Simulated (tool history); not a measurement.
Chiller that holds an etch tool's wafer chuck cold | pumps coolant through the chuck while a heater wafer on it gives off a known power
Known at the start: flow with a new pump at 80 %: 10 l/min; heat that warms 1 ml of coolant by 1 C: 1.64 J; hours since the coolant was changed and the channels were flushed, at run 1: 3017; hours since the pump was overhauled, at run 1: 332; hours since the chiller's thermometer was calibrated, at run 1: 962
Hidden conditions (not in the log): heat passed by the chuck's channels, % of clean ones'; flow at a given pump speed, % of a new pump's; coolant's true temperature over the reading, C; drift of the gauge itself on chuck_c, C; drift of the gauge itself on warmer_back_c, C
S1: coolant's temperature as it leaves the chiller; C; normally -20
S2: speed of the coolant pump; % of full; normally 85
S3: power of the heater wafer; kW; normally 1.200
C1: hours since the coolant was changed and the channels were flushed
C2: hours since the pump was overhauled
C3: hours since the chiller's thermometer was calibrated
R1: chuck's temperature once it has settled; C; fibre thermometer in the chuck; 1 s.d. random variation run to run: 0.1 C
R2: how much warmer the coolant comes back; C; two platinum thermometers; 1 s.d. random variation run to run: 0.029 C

run 1 hour=0.0 | S1=-20 S2=85 S3=1.200 | C1=3017 C2=332 C3=962 | R1=-11.8 R2=4.18
run 2 hour=171.8 | S1=-20 S2=85 S3=1.200 | C1=3189 C2=504 C3=1133 | R1=-11.8 R2=4.16
run 3 hour=275.4 | S1=-20 S2=85 S3=1.200 | C1=3293 C2=608 C3=1237 | R1=-11.8 R2=4.18
run 4 hour=396.4 | S1=-17 S2=85 S3=1.200 | C1=3414 C2=729 C3=1358 | R1=-8.7 R2=4.18
run 5 hour=566.9 | S1=-20 S2=78 S3=1.200 | C1=3584 C2=899 C3=1529 | R1=-11.2 R2=4.58
run 6 hour=697.1 | S1=-20 S2=78 S3=1.200 | C1=3714 C2=1029 C3=1659 | R1=-11.1 R2=4.56
run 7 hour=864.2 | S1=-13 S2=85 S3=1.200 | C1=3881 C2=1196 C3=1826 | R1=-4.7 R2=4.16
run 8 hour=973.2 | S1=-13 S2=85 S3=1.200 | C1=3991 C2=1305 C3=1935 | R1=-4.4 R2=4.21
run 9 hour=1177.8 | S1=-20 S2=85 S3=0.696 | C1=4195 C2=1510 C3=2139 | R1=-15.1 R2=2.41
run 10 hour=1307.9 | S1=-20 S2=85 S3=0.696 | C1=4325 C2=1640 C3=2270 | R1=-15.0 R2=2.47
run 11 hour=1403.2 | S1=-20 S2=85 S3=0.696 | C1=4420 C2=1735 C3=2365 | R1=-15.0 R2=2.41
run 12 hour=1580.2 | S1=-20 S2=85 S3=0.696 | C1=4598 C2=1912 C3=2542 | R1=-14.8 R2=2.45
run 13 hour=1756.7 | S1=-20 S2=85 S3=0.696 | C1=4774 C2=2089 C3=2718 | R1=-15.1 R2=2.49
run 14 hour=1878.9 | S1=-16 S2=62 S3=1.043 | C1=4896 C2=2211 C3=2841 | R1=-6.4 R2=5.15
run 15 hour=2062.1 | S1=-26 S2=80 S3=1.043 | C1=5079 C2=2394 C3=3024 | R1=-18.1 R2=3.89
run 16 hour=2246.0 | S1=-26 S2=80 S3=1.043 | C1=5263 C2=2578 C3=3208 | R1=-18.1 R2=3.92
run 17 hour=2392.3 | S1=-16 S2=62 S3=0.802 | C1=5410 C2=2725 C3=3354 | R1=-8.6 R2=3.92
run 18 hour=2540.0 | S1=-16 S2=62 S3=0.802 | C1=5557 C2=2872 C3=3502 | R1=-8.5 R2=4.02
run 19 hour=2723.3 | S1=-30 S2=67 S3=0.896 | C1=5741 C2=3055 C3=3685 | R1=-22.0 R2=4.11
run 20 hour=2840.3 | S1=-27 S2=64 S3=1.200 | C1=5858 C2=3172 C3=3802 | R1=-15.8 R2=5.76
run 21 hour=2941.7 | S1=-16 S2=83 S3=1.213 | C1=5959 C2=3274 C3=3903 | R1=-6.9 R2=4.41
run 22 hour=3147.1 | S1=-17 S2=85 S3=0.656 | C1=6164 C2=3479 C3=4109 | R1=-11.9 R2=2.32
run 23 hour=3287.6 | S1=-17 S2=85 S3=0.656 | C1=6305 C2=3620 C3=4249 | R1=-12.0 R2=2.30
run 24 hour=3483.4 | S1=-17 S2=85 S3=0.656 | C1=6501 C2=3816 C3=4445 | R1=-12.0 R2=2.35
run 25 hour=3592.3 | S1=-29 S2=68 S3=0.886 | C1=6610 C2=3925 C3=4554 | R1=-21.1 R2=4.01
run 26 hour=3695.4 | S1=-29 S2=83 S3=0.886 | C1=6713 C2=4028 C3=4657 | R1=-22.0 R2=3.24

Forecast each of these 3 alternatives for the next run:
run A hour=3814.7 | S1=-25 S2=83 S3=0.886 | C1=6832 C2=4147 C3=4776 | R1=? R2=?
run B hour=3814.7 | S1=-14 S2=83 S3=0.886 | C1=6832 C2=4147 C3=4776 | R1=? R2=?
run C hour=3814.7 | S1=-25 S2=85 S3=0.608 | C1=6832 C2=4147 C3=4776 | R1=? R2=?

run=A R1=-18.1 R2=3.24
run=B R1=-7.1 R2=3.23
run=C R1=-20.3 R2=2.19
What these runs would have given with no unlogged condition in the tool:
run=A R1=-19.2 R2=3.12
run=B R1=-8.1 R2=3.11
run=C R1=-21.1 R2=2.11
